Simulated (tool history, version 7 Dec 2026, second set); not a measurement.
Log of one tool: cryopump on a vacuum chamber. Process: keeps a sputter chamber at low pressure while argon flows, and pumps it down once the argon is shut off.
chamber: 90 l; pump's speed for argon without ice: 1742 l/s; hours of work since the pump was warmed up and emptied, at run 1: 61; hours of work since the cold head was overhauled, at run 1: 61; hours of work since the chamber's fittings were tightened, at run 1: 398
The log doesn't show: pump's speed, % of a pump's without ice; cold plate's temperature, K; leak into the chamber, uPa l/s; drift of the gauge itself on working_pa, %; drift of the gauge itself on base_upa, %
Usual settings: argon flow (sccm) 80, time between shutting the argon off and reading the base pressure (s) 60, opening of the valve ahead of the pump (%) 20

run	hour	argon flow (sccm)	time between shutting the argon off and reading the base pressure (s)	opening of the valve ahead of the pump (%)	hours of work since the pump was warmed up and emptied	hours of work since the cold head was overhauled	hours of work since the chamber's fittings were tightened	pressure while argon flows (Pa)	pressure after the wait (uPa)
1	0.0	80	60	20	61	61	398	0.3878	1.27
2	26.7	80	60	20	75	75	412	0.3890	1.33
3	62.3	80	60	20	93	93	430	0.3910	1.30
4	87.6	37	60	20	106	106	444	0.1807	1.32
5	122.2	37	60	20	124	124	461	0.1814	1.33
6	152.8	80	60	20	140	140	477	0.3923	1.38
7	184.7	80	60	20	156	156	494	0.3934	1.35
8	201.1	80	60	20	165	165	502	0.3904	1.34
9	219.6	80	64	20	174	174	512	0.3938	1.31
10	252.9	80	60	20	192	192	529	0.3915	1.41
11	277.0	80	60	20	204	204	541	0.3911	1.40
12	305.0	80	60	20	218	218	556	0.3912	1.43
13	342.6	80	60	20	238	238	575	0.3931	1.43
14	359.4	80	60	20	247	247	584	0.3916	1.37
15	394.7	80	60	20	265	265	602	0.3919	1.43
16	420.6	80	60	20	278	278	615	0.3923	1.47
17	458.8	80	55	20	298	298	635	0.3913	1.59
18	476.4	86	115	30	307	307	644	0.2831	1.02
19	499.0	39	60	32	319	319	656	0.1207	1.45
20	520.6	39	60	32	330	330	667	0.1214	1.46
21	558.0	39	24	41	349	349	686	0.0952	2.91
22	588.4	33	136	31	365	365	702	0.1055	1.03
23	612.4	36	107	42	377	377	714	0.0864	1.12
24	652.9	86	75	27	398	398	735	0.3158	1.40
25	684.8	86	75	27	414	414	752	0.3159	1.36
26	724.1	80	33	20	435	435	772	0.3952	2.26
27	753.8	80	33	20	450	450	787	0.3944	2.29
28	782.1	147	60	20	465	465	802	0.7289	1.65
29	801.5	84	60	19	475	475	812	0.4369	1.61
30	819.0	56	60	19	484	484	821	0.2897	1.61
31	835.4	32	230	54	492	492	829	0.0611	0.94
32	852.0	32	230	54	501	501	838	0.0603	0.94
33	879.9	80	51	20	515	515	852	0.3976	1.77
34	899.3	80	51	20	525	525	862	0.4008	1.75

Forecast each of these 4 alternatives for the next run:
A	915.9	99	51	21	534	534	871	?	?
B	915.9	80	51	17	534	534	871	?	?
C	915.9	80	60	29	534	534	871	?	?
D	915.9	34	119	52	534	534	871	?	?

run	pressure while argon flows (Pa)	pressure after the wait (uPa)
A	0.4713	1.75
B	0.4640	1.79
C	0.2767	1.61
D	0.0669	1.24
Without the tool's hidden state the same runs would have given:
run	pressure while argon flows (Pa)	pressure after the wait (uPa)
A	0.4601	1.18
B	0.4550	1.20
C	0.2677	1.05
D	0.0631	0.65
